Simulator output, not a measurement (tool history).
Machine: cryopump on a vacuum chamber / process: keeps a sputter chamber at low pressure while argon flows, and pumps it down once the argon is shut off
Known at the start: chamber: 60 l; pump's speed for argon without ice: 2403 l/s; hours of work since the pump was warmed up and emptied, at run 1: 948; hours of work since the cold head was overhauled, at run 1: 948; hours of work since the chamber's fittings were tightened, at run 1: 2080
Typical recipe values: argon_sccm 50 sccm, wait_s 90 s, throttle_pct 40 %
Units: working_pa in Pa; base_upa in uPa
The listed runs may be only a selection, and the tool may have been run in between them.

run,hour,argon_sccm,wait_s,throttle_pct,hours of work since the pump was warmed up and emptied,hours of work since the cold head was overhauled,hours of work since the chamber's fittings were tightened,working_pa,base_upa
1,0.0,50,90,40,948,948,2080,0.1029,1.80
2,27.0,50,24,40,961,961,2093,0.1030,2.98
3,54.4,50,24,40,975,975,2107,0.1041,2.88
4,108.2,50,24,40,1002,1002,2134,0.1041,2.99
5,155.4,50,24,40,1026,1026,2158,0.1058,3.05
6,181.7,50,24,40,1039,1039,2171,0.1046,3.02
7,221.3,50,24,40,1059,1059,2191,0.1054,3.03
8,263.0,50,24,40,1080,1080,2212,0.1052,3.04
# hour 288.1: pump warmed up, emptied and cooled again
9,295.7,50,24,40,4,1094,2226,0.0894,2.63
10,324.9,36,24,40,19,1109,2241,0.0632,2.69
11,370.2,36,24,40,41,1132,2264,0.0645,2.60
12,407.8,36,24,40,60,1151,2283,0.0639,2.61
13,461.7,36,24,40,87,1178,2310,0.0642,2.60
14,515.4,36,24,40,115,1205,2337,0.0647,2.73
15,562.8,36,24,28,138,1229,2361,0.0923,2.73
16,613.4,36,24,28,164,1254,2386,0.0913,2.78
17,649.4,99,90,40,182,1272,2404,0.1792,1.54
18,683.8,99,90,40,199,1290,2422,0.1813,1.57
19,713.3,99,90,40,214,1305,2436,0.1824,1.64
20,740.8,99,90,40,228,1318,2450,0.1807,1.64
21,774.5,99,90,40,245,1335,2467,0.1814,1.65
22,811.1,66,90,48,264,1354,2486,0.1023,1.63
23,837.9,21,90,36,277,1367,2499,0.0434,1.69
24,891.9,21,90,36,304,1395,2526,0.0431,1.65
25,919.1,21,90,36,318,1408,2540,0.0430,1.74
26,966.9,21,33,45,342,1432,2564,0.0348,2.44
27,1004.5,32,90,40,361,1451,2583,0.0593,1.70
28,1046.6,78,156,40,382,1473,2604,0.1453,1.58
29,1084.7,78,156,40,401,1492,2624,0.1469,1.60
30,1134.8,51,52,17,427,1517,2649,0.2182,2.13
31,1164.6,24,37,41,442,1532,2664,0.0450,2.39
32,1219.7,24,37,41,469,1560,2692,0.0449,2.50
33,1258.4,82,135,42,489,1579,2711,0.1480,1.71
34,1293.7,50,90,23,507,1597,2729,0.1601,1.86
35,1335.3,50,81,23,528,1618,2750,0.1612,1.96

Predict each of these 3 candidate next runs independently; none follows another, all start after run 35:
A,1368.2,35,23,23,544,1635,2766,?,?
B,1368.2,77,88,23,544,1635,2766,?,?
C,1368.2,50,81,42,544,1635,2766,?,?

run,working_pa,base_upa
A,0.1133,3.12
B,0.2491,1.93
C,0.0914,1.93
Take away the tool's hidden state, keep each run's random variation, and the runs would have read:
run,working_pa,base_upa
A,0.1077,1.78
B,0.2366,0.57
C,0.0833,0.60
